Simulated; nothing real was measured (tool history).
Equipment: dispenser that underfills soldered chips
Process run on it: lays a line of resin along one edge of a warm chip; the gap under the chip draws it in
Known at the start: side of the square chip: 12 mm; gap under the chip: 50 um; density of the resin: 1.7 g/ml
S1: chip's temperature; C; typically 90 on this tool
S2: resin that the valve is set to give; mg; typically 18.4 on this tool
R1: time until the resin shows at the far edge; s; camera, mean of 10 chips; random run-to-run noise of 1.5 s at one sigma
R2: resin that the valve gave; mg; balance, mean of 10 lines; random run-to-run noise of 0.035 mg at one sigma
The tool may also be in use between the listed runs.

{"run": 1, "hour": 0.0, "S1": 90, "S2": 18.4, "R1": 165.4, "R2": 18.25}
{"run": 2, "hour": 4.0, "S1": 90, "S2": 23.8, "R1": 218.6, "R2": 23.52}
{"hour": 7.9, "done": "new syringe of resin"}
{"run": 3, "hour": 9.9, "S1": 98, "S2": 23.8, "R1": 132.0, "R2": 23.56}
{"run": 4, "hour": 15.5, "S1": 90, "S2": 22.3, "R1": 263.1, "R2": 22.01}
{"hour": 16.7, "done": "new syringe of resin"}
{"run": 5, "hour": 20.2, "S1": 90, "S2": 21.6, "R1": 195.9, "R2": 21.32}
{"run": 6, "hour": 24.8, "S1": 90, "S2": 21.6, "R1": 268.9, "R2": 21.37}
{"hour": 25.7, "done": "new syringe of resin"}
{"run": 7, "hour": 31.3, "S1": 90, "S2": 21.6, "R1": 217.1, "R2": 21.23}
{"hour": 34.9, "done": "new syringe of resin"}
{"run": 8, "hour": 36.5, "S1": 97, "S2": 21.6, "R1": 134.5, "R2": 21.2}
{"hour": 43.7, "done": "new syringe of resin"}
{"hour": 45.3, "done": "dispensing valve cleaned and set on the balance"}
{"run": 9, "hour": 46.1, "S1": 90, "S2": 18.4, "R1": 176.0, "R2": 18.36}
{"run": 10, "hour": 51.4, "S1": 90, "S2": 18.7, "R1": 252.6, "R2": 18.68}
{"hour": 53.5, "done": "new syringe of resin"}
{"run": 11, "hour": 57.2, "S1": 90, "S2": 18.7, "R1": 206.9, "R2": 18.61}
{"run": 12, "hour": 61.4, "S1": 90, "S2": 17.6, "R1": 277.2, "R2": 17.47}
{"hour": 62.1, "done": "new syringe of resin"}
{"run": 13, "hour": 68.5, "S1": 81, "S2": 18.4, "R1": 351.9, "R2": 18.26}
{"hour": 71.1, "done": "new syringe of resin"}
{"run": 14, "hour": 74.5, "S1": 90, "S2": 18.4, "R1": 203.9, "R2": 18.26}
{"hour": 79.9, "done": "new syringe of resin"}
{"run": 15, "hour": 82.1, "S1": 90, "S2": 18.4, "R1": 184.8, "R2": 18.14}
{"hour": 88.7, "done": "new syringe of resin"}
{"run": 16, "hour": 89.7, "S1": 90, "S2": 18.4, "R1": 171.5, "R2": 18.14}
{"run": 17, "hour": 93.6, "S1": 90, "S2": 18.4, "R1": 224.1, "R2": 18.14}
{"hour": 97.8, "done": "new syringe of resin"}
{"run": 18, "hour": 99.3, "S1": 105, "S2": 20.0, "R1": 102.7, "R2": 19.71}
{"run": 19, "hour": 105.1, "S1": 105, "S2": 20.0, "R1": 152.8, "R2": 19.64}
{"hour": 106.6, "done": "new syringe of resin"}
{"run": 20, "hour": 109.8, "S1": 102, "S2": 16.7, "R1": 130.2, "R2": 16.42}
{"hour": 115.4, "done": "new syringe of resin"}
{"run": 21, "hour": 117.5, "S1": 102, "S2": 16.7, "R1": 118.5, "R2": 16.41}
{"hour": 124.3, "done": "new syringe of resin"}
{"run": 22, "hour": 125.9, "S1": 76, "S2": 19.8, "R1": 307.9, "R2": 19.37}
{"hour": 128.4, "done": "dispensing valve cleaned and set on the balance"}
{"hour": 134.2, "done": "new syringe of resin"}
{"run": 23, "hour": 134.7, "S1": 84, "S2": 23.3, "R1": 201.6, "R2": 23.26}
{"run": 24, "hour": 139.3, "S1": 84, "S2": 23.3, "R1": 278.8, "R2": 23.26}
{"hour": 143.2, "done": "new syringe of resin"}
{"run": 25, "hour": 147.0, "S1": 84, "S2": 23.3, "R1": 255.8, "R2": 23.2}
{"hour": 151.9, "done": "new syringe of resin"}
{"run": 26, "hour": 155.2, "S1": 100, "S2": 21.9, "R1": 135.8, "R2": 21.76}
{"run": 27, "hour": 158.8, "S1": 87, "S2": 18.8, "R1": 288.8, "R2": 18.66}
{"hour": 160.8, "done": "new syringe of resin"}
{"run": 28, "hour": 164.4, "S1": 82, "S2": 22.6, "R1": 271.9, "R2": 22.45}
{"run": 29, "hour": 168.9, "S1": 97, "S2": 17.2, "R1": 220.0, "R2": 17.01}
{"hour": 169.9, "done": "new syringe of resin"}
{"run": 30, "hour": 176.0, "S1": 83, "S2": 17.2, "R1": 313.2, "R2": 16.97}
{"hour": 178.7, "done": "new syringe of resin"}
{"run": 31, "hour": 183.9, "S1": 104, "S2": 17.4, "R1": 138.0, "R2": 17.18}
{"hour": 187.5, "done": "new syringe of resin"}
{"run": 32, "hour": 188.2, "S1": 104, "S2": 17.4, "R1": 101.9, "R2": 17.16}
{"hour": 196.3, "done": "new syringe of resin"}
{"run": 33, "hour": 196.3, "S1": 80, "S2": 19.1, "R1": 229.2, "R2": 18.78}

Difference, measured minus no-hidden-state, one row per run. Run-to-run variation is common to both terms; the gauge's own scatter need not be:
Hidden state at play: resin's viscosity, % of fresh resin's; dose that the valve gives, % of what is set; true chip temperature over the reading, C; drift of the gauge itself on fill_s, %; drift of the gauge itself on given_mg, %.
run=1 R1=+16.8 R2=-0.16
run=2 R1=+69.6 R2=-0.24
run=3 R1=+21.2 R2=-0.28
run=4 R1=+114.1 R2=-0.29
run=5 R1=+46.4 R2=-0.30
run=6 R1=+120.7 R2=-0.34
run=7 R1=+71.0 R2=-0.37
run=8 R1=+17.4 R2=-0.39
run=9 R1=+22.6 R2=-0.02
run=10 R1=+100.9 R2=-0.05
run=11 R1=+55.0 R2=-0.08
run=12 R1=+124.9 R2=-0.09
run=13 R1=+134.1 R2=-0.13
run=14 R1=+51.5 R2=-0.16
run=15 R1=+33.9 R2=-0.19
run=16 R1=+16.7 R2=-0.23
run=17 R1=+69.9 R2=-0.25
run=18 R1=+15.6 R2=-0.30
run=19 R1=+67.0 R2=-0.33
run=20 R1=+31.9 R2=-0.29
run=21 R1=+19.5 R2=-0.33
run=22 R1=+44.2 R2=-0.42
run=23 R1=+13.9 R2=+0.00
run=24 R1=+91.3 R2=-0.04
run=25 R1=+71.6 R2=-0.07
run=26 R1=+31.2 R2=-0.11
run=27 R1=+117.2 R2=-0.12
run=28 R1=+69.1 R2=-0.16
run=29 R1=+100.1 R2=-0.15
run=30 R1=+115.1 R2=-0.18
run=31 R1=+45.4 R2=-0.21
run=32 R1=+9.5 R2=-0.24
run=33 R1=+9.9 R2=-0.29
